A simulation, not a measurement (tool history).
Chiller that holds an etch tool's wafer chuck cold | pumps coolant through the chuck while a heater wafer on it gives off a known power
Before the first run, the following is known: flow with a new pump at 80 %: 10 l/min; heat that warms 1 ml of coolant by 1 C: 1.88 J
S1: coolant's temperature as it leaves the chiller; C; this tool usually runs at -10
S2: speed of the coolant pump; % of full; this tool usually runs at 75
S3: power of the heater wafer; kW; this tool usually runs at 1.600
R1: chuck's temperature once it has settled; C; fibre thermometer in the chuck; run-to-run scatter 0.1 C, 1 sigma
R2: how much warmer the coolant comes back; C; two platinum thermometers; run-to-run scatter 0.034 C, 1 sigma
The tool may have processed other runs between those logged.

Run 1, day 0.000: usual settings. Result: R1 2.0 C, R2 5.50 C.
Run 2, day 2.971: usual settings. Result: R1 1.9 C, R2 5.51 C.
Run 3, day 7.062: usual settings. Result: R1 2.1 C, R2 5.48 C.
Run 4, day 10.967: usual settings. Result: R1 2.0 C, R2 5.45 C.
Run 5, day 15.883: usual settings. Result: R1 2.1 C, R2 5.42 C.
Run 6, day 22.346: usual settings. Result: R1 2.0 C, R2 5.45 C.
Run 7, day 27.771: usual settings but S1 -4 C. Result: R1 7.8 C, R2 5.43 C.
Run 8, day 33.033: usual settings. Result: R1 2.0 C, R2 5.40 C.
Run 9, day 37.833: usual settings but S2 79 % of full. Result: R1 1.3 C, R2 5.03 C.
Run 10, day 44.604: usual settings but S2 79 % of full. Result: R1 1.3 C, R2 5.05 C.
Run 11, day 49.121: usual settings but S2 79 % of full. Result: R1 1.4 C, R2 5.06 C.
Run 12, day 54.379: usual settings but S2 79 % of full. Result: R1 1.5 C, R2 5.03 C.
Run 13, day 57.958: usual settings but S1 0 C, S2 69 % of full, S3 1.425 kW. Result: R1 11.5 C, R2 5.22 C.
Run 14, day 64.712: usual settings but S1 -13 C, S2 66 % of full, S3 0.870 kW. Result: R1 -5.7 C, R2 3.25 C.
Run 15, day 69.450: usual settings but S1 -17 C, S3 1.235 kW. Result: R1 -7.8 C, R2 4.13 C.
Run 16, day 74.704: usual settings but S1 -5 C, S3 1.089 kW. Result: R1 3.0 C, R2 3.53 C.
Run 17, day 81.504: usual settings but S1 -15 C, S2 82 % of full, S3 1.089 kW. Result: R1 -7.5 C, R2 3.15 C.
Run 18, day 86.146: usual settings but S1 -11 C, S2 64 % of full, S3 1.119 kW. Result: R1 -1.1 C, R2 4.29 C.

Estimate the outcome of run 19 from the log above:
Run 19, day 89.467: usual settings but S1 -9 C, S2 90 % of full, S3 0.826 kW. Result: R1 ?, R2 ?.

Logged for run 19: R1 -3.9 C, R2 2.11 C.
Were there no unlogged condition in the tool, this run, its random variation unchanged, would have produced R1 -3.9 C, R2 2.34 C.
